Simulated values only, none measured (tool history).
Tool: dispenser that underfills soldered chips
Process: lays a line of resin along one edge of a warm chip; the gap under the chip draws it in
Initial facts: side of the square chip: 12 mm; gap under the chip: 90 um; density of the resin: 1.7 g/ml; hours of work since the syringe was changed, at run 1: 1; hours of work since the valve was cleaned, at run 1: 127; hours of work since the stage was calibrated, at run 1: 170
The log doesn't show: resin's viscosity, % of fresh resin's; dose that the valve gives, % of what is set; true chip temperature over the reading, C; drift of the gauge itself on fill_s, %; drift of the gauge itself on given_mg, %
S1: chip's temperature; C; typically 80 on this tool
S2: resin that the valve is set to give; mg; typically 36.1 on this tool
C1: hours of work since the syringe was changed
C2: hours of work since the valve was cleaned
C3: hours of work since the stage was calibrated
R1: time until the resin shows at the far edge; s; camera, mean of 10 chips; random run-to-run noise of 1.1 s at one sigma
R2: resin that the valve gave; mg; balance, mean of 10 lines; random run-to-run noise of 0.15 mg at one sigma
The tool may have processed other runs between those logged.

Run 1, hour 0: usual settings; C1 1; C2 127; C3 170. Result: R1 107.7 s, R2 33.52 mg.
Run 2, hour 3.6: usual settings; C1 4; C2 129; C3 173. Result: R1 119.9 s, R2 33.53 mg.
Run 3, hour 8.1: usual settings; C1 7; C2 133; C3 176. Result: R1 137.7 s, R2 33.42 mg.
At hour 8.8: new syringe of resin.
At hour 9.8: dispensing valve cleaned and set on the balance.
Run 4, hour 12.9: usual settings; C1 2; C2 2; C3 179. Result: R1 112.4 s, R2 35.87 mg.
Run 5, hour 18.7: usual settings; C1 7; C2 7; C3 183. Result: R1 137.5 s, R2 36.04 mg.
At hour 20.1: new syringe of resin.
Run 6, hour 24.8: usual settings; C1 3; C2 11; C3 188. Result: R1 120.6 s, R2 36 mg.
Run 7, hour 28.6: usual settings; C1 6; C2 14; C3 191. Result: R1 135.6 s, R2 35.87 mg.
At hour 30.7: new syringe of resin.
Run 8, hour 35.4: usual settings; C1 3; C2 19; C3 195. Result: R1 115.7 s, R2 35.87 mg.
At hour 40.9: new syringe of resin.
Run 9, hour 43: usual settings; C1 2; C2 24; C3 201. Result: R1 106.4 s, R2 35.68 mg.
Run 10, hour 48.4: usual settings; C1 6; C2 28; C3 205. Result: R1 130.1 s, R2 35.45 mg.
At hour 51.2: new syringe of resin.
Run 11, hour 53.9: usual settings; C1 2; C2 32; C3 209. Result: R1 110.1 s, R2 35.58 mg.
Run 12, hour 60.4: usual settings but S1 66 C; C1 7; C2 37; C3 214. Result: R1 261.7 s, R2 35.62 mg.
At hour 61.5: new syringe of resin.
Run 13, hour 66.7: usual settings but S1 66 C; C1 4; C2 41; C3 218. Result: R1 228.9 s, R2 35.59 mg.
At hour 71.8: new syringe of resin.
Run 14, hour 71.8: usual settings but S1 93 C, S2 32.3 mg; C1 0; C2 45; C3 222. Result: R1 59.7 s, R2 31.4 mg.
Run 15, hour 77.5: usual settings but S1 83 C, S2 32 mg; C1 4; C2 49; C3 226. Result: R1 111.2 s, R2 31.14 mg.
At hour 81.9: new syringe of resin.
Run 16, hour 83.8: usual settings but S1 82 C, S2 42.6 mg; C1 1; C2 54; C3 230. Result: R1 97.7 s, R2 41.41 mg.
Run 17, hour 88.6: usual settings but S1 85 C, S2 32.1 mg; C1 5; C2 57; C3 234. Result: R1 101.3 s, R2 31.27 mg.
At hour 92.1: new syringe of resin.
Run 18, hour 92.6: usual settings but S1 88 C, S2 31.5 mg; C1 0; C2 60; C3 237. Result: R1 72.3 s, R2 30.56 mg.
Run 19, hour 98.9: usual settings but S1 91 C, S2 31.7 mg; C1 5; C2 65; C3 241. Result: R1 78.7 s, R2 30.83 mg.
At hour 102.7: new syringe of resin.
Run 20, hour 105.2: usual settings but S1 91 C, S2 41 mg; C1 2; C2 69; C3 246. Result: R1 65.8 s, R2 39.54 mg.
Run 21, hour 111.2: usual settings but S1 94 C, S2 38.1 mg; C1 6; C2 74; C3 250. Result: R1 70.6 s, R2 36.73 mg.
At hour 113.2: new syringe of resin.
Run 22, hour 118.2: usual settings but S1 94 C, S2 38.1 mg; C1 4; C2 79; C3 255. Result: R1 62.6 s, R2 36.52 mg.

Here are 3 independent what-if runs from the current tool condition. What would each one return?
At hour 123.6: new syringe of resin.
Run A, hour 123.6: usual settings but S2 33.8 mg; C1 0; C2 82; C3 259. Result: R1 ?, R2 ?.
At hour 123.6: new syringe of resin.
Run B, hour 123.6: usual settings but S1 68 C; C1 0; C2 82; C3 259. Result: R1 ?, R2 ?.
At hour 123.6: new syringe of resin.
Run C, hour 123.6: usual settings but S1 76 C, S2 40.4 mg; C1 0; C2 82; C3 259. Result: R1 ?, R2 ?.

run     R1     R2
  A    100  32.32
  B  174.9  34.69
  C    119  38.75
Take away the tool's hidden state, keep each run's random variation, and the runs would have read:
run     R1     R2
  A  106.4  33.81
  B  187.4  36.29
  C  127.3  40.53

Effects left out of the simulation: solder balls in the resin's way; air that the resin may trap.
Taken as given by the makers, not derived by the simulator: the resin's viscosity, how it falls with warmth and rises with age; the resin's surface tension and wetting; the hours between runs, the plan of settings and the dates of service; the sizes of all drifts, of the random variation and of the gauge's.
